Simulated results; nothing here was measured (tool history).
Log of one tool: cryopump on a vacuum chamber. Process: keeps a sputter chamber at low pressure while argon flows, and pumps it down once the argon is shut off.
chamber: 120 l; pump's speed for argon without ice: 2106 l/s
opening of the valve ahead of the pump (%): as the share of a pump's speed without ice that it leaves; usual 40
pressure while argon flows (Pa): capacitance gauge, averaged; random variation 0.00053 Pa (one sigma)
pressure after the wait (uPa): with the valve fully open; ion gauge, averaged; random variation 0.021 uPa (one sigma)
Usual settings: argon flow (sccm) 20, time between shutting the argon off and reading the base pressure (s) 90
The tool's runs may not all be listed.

| run | hour | argon flow (sccm) | time between shutting the argon off and reading the base pressure (s) | opening of the valve ahead of the pump (%) | pressure while argon flows (Pa) | pressure after the wait (uPa) |
|---|---|---|---|---|---|---|
| 1 | 0 | 20 | 90 | 40 | 0.0396 | 0.85 |
| 2 | 29.1 | 20 | 90 | 40 | 0.0404 | 0.88 |
| 3 | 52 | 20 | 90 | 40 | 0.0407 | 0.85 |
| 4 | 83.6 | 12 | 90 | 40 | 0.0243 | 0.93 |
| 5 | 101.5 | 12 | 90 | 40 | 0.0248 | 0.93 |
| 6 | 117.8 | 20 | 21 | 40 | 0.0405 | 1.95 |
| 7 | 144.4 | 20 | 21 | 40 | 0.0412 | 1.91 |
| 8 | 166.6 | 20 | 21 | 40 | 0.0416 | 1.95 |
| 9 | 202.3 | 20 | 21 | 40 | 0.041 | 1.89 |
| 10 | 225.3 | 20 | 21 | 40 | 0.0412 | 1.99 |
| 11 | 256.8 | 30 | 90 | 40 | 0.0615 | 0.99 |
| 12 | 292.1 | 30 | 90 | 40 | 0.0621 | 1 |
| 13 | 307.2 | 20 | 26 | 42 | 0.0409 | 1.72 |
| 14 | 338.2 | 23 | 49 | 40 | 0.0491 | 1.26 |
| 15 | 360.5 | 23 | 22 | 21 | 0.0909 | 1.94 |
| 16 | 382.2 | 20 | 90 | 16 | 0.1037 | 1.04 |
| 17 | 413 | 20 | 90 | 16 | 0.1027 | 1.12 |

5 ways to go on from here, each from the tool as it stands after run 17. What would each give?
| A | 430.7 | 16 | 187 | 40 | ? | ? |
| B | 430.7 | 20 | 146 | 50 | ? | ? |
| C | 430.7 | 17 | 213 | 30 | ? | ? |
| D | 430.7 | 10 | 163 | 28 | ? | ? |
| E | 430.7 | 20 | 90 | 20 | ? | ? |

| run | pressure while argon flows (Pa) | pressure after the wait (uPa) |
|---|---|---|
| A | 0.0339 | 0.92 |
| B | 0.0351 | 0.98 |
| C | 0.0473 | 0.92 |
| D | 0.0291 | 0.98 |
| E | 0.0836 | 1.11 |
Without the tool's hidden state the same runs would have given:
| run | pressure while argon flows (Pa) | pressure after the wait (uPa) |
|---|---|---|
| A | 0.032 | 0.25 |
| B | 0.0326 | 0.33 |
| C | 0.0453 | 0.25 |
| D | 0.0278 | 0.3 |
| E | 0.0811 | 0.44 |

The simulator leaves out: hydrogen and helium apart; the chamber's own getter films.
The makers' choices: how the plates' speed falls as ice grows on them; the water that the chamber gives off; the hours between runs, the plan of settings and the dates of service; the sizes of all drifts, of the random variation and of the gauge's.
